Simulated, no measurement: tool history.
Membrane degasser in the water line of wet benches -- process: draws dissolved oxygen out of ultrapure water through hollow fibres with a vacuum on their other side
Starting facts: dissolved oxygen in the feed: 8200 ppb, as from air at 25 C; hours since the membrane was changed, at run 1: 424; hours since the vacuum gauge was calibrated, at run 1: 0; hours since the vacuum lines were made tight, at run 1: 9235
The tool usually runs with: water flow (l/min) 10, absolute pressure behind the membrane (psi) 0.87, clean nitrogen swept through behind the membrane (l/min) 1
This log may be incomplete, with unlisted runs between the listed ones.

| run | hour | water flow (l/min) | absolute pressure behind the membrane (psi) | clean nitrogen swept through behind the membrane (l/min) | hours since the membrane was changed | hours since the vacuum gauge was calibrated | hours since the vacuum lines were made tight | dissolved oxygen in the water behind the degasser (ppb) | pressure that the water loses in the fibres (psi) |
|---|---|---|---|---|---|---|---|---|---|
| 1 | 0 | 10 | 0.87 | 1 | 424 | 0 | 9235 | 138.1 | 9.578 |
| 2 | 248.3 | 10 | 0.87 | 0.48 | 672 | 248 | 9483 | 201.9 | 9.648 |
| 3 | 403.6 | 10 | 0.87 | 0.48 | 827 | 404 | 9638 | 201.1 | 9.629 |
| 4 | 616.8 | 10 | 0.87 | 0.48 | 1041 | 617 | 9851 | 204.8 | 9.629 |
| 5 | 870.1 | 10 | 0.87 | 1 | 1294 | 870 | 10105 | 140.4 | 9.62 |
| 6 | 1008.5 | 10 | 0.87 | 1 | 1432 | 1008 | 10243 | 139.9 | 9.632 |
| 7 | 1244.3 | 10 | 0.87 | 1 | 1668 | 1244 | 10479 | 139.7 | 9.644 |
| 8 | 1380.5 | 8 | 0.87 | 1 | 1804 | 1381 | 10615 | 80 | 7.713 |
| 9 | 1516.1 | 10 | 0.87 | 1 | 1940 | 1516 | 10751 | 139.4 | 9.732 |
| 10 | 1661.6 | 10 | 0.87 | 1 | 2085 | 1662 | 10896 | 138.9 | 9.77 |
| 11 | 1920.1 | 10 | 0.87 | 1 | 2344 | 1920 | 11155 | 141.8 | 9.744 |
| 12 | 2139 | 10 | 0.87 | 0.46 | 2563 | 2139 | 11374 | 206.7 | 9.736 |
| 13 | 2352.8 | 10 | 0.869 | 1 | 2776 | 2353 | 11587 | 138.5 | 9.755 |
| 14 | 2463.4 | 10 | 0.553 | 1 | 2887 | 2463 | 11698 | 89.5 | 9.834 |
| 15 | 2603.1 | 10 | 0.87 | 1.05 | 3027 | 2603 | 11838 | 136.4 | 9.783 |
| 16 | 2776.7 | 10 | 0.87 | 1.05 | 3200 | 2777 | 12011 | 138.1 | 9.771 |

Estimate the outcome of run 17 from the log above:
| 17 | 3047.8 | 10 | 0.87 | 1.05 | 3472 | 3048 | 12282 | ? | ? |

{"run 17": {"dissolved oxygen in the water behind the degasser (ppb)": 137, "pressure that the water loses in the fibres (psi)": 9.825}}
With no hidden state in the tool, this same run would have given dissolved oxygen in the water behind the degasser (ppb) 136.8, pressure that the water loses in the fibres (psi) 9.609.
